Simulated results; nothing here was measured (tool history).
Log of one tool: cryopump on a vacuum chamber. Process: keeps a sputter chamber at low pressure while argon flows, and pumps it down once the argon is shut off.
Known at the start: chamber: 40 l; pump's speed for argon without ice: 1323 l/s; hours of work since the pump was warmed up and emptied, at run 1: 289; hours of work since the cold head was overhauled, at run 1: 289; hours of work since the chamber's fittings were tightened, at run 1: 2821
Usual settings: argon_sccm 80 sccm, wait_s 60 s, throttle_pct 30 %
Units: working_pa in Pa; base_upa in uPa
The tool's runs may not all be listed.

run,day,argon_sccm,wait_s,throttle_pct,hours of work since the pump was warmed up and emptied,hours of work since the cold head was overhauled,hours of work since the chamber's fittings were tightened,working_pa,base_upa
1,0,80,60,30,289,289,2821,0.3486,1.51
2,0.5,80,60,30,294,294,2826,0.351,1.45
3,1.625,80,60,30,305,305,2837,0.3502,1.48
4,2.579,80,60,19,315,315,2847,0.5486,1.49
5,3.425,80,60,19,323,323,2855,0.5489,1.51
6,4.346,80,60,19,332,332,2864,0.5487,1.48
7,5.45,80,60,19,343,343,2875,0.5532,1.51
8,6.362,80,60,19,352,352,2884,0.5487,1.49
9,7.512,85,60,19,364,364,2896,0.588,1.51
10,8.504,80,60,30,374,374,2906,0.3562,1.49
11,9.188,80,60,30,381,381,2913,0.3517,1.51
12,10.05,80,60,30,389,389,2921,0.3559,1.55
13,10.729,80,60,19,396,396,2928,0.5521,1.53
14,11.417,80,60,30,403,403,2935,0.3565,1.52
15,12.458,80,60,30,413,413,2945,0.3557,1.52
16,12.967,80,60,30,418,418,2950,0.3545,1.49
17,13.908,80,60,30,428,428,2960,0.3553,1.51
18,14.642,36,60,30,435,435,2967,0.1589,1.51
19,15.292,36,60,30,441,441,2973,0.1592,1.58
20,16.079,59,269,26,449,449,2981,0.3,1.02
21,16.612,94,60,56,455,455,2987,0.2325,1.55
22,17.462,102,80,56,463,463,2995,0.2541,1.34
23,18.412,132,60,17,472,472,3004,1.0186,1.54
24,19.504,34,64,17,483,483,3015,0.2635,1.49
25,20.225,34,196,17,491,491,3022,0.262,1.11
26,21.054,80,22,41,499,499,3031,0.2679,2.69
27,22.088,80,22,41,509,509,3041,0.2685,2.68
28,23.033,78,31,56,518,518,3050,0.1961,2.11
29,24.042,78,31,56,529,529,3061,0.197,2.2
30,25.15,97,150,56,540,540,3072,0.2461,1.27
31,25.962,43,68,20,548,548,3080,0.2848,1.52
32,26.925,129,149,20,557,557,3089,0.8532,1.18
33,28.004,151,149,51,568,568,3100,0.417,1.24
34,28.821,39,94,51,576,576,3108,0.1069,1.38
35,29.454,80,67,17,582,582,3114,0.6244,1.58

Hidden state or all else? Some run-to-run changes of working_pa, split into what the settings, what came in and random variation would give without the hidden state, and what is left for the hidden state (with any gauge scatter that isn't in both results):
The hidden state here: pump's speed, % of a pump's without ice; cold plate's temperature, K; leak into the chamber, uPa l/s; drift of the gauge itself on working_pa, %; drift of the gauge itself on base_upa, %.
Run 22 -> 23: argon_sccm 102 -> 132, wait_s 80 -> 60, throttle_pct 56 -> 17. working_pa +0.7645 Pa: hidden state +0.0066, all else +0.7579.
Run 23 -> 24: argon_sccm 132 -> 34, wait_s 60 -> 64. working_pa -0.7551 Pa: hidden state -0.0202, all else -0.7349.
Run 31 -> 32: argon_sccm 43 -> 129, wait_s 68 -> 149. working_pa +0.5684 Pa: hidden state +0.0218, all else +0.5466.
Run 33 -> 34: argon_sccm 151 -> 39, wait_s 149 -> 94. working_pa -0.3101 Pa: hidden state -0.0287, all else -0.2814.
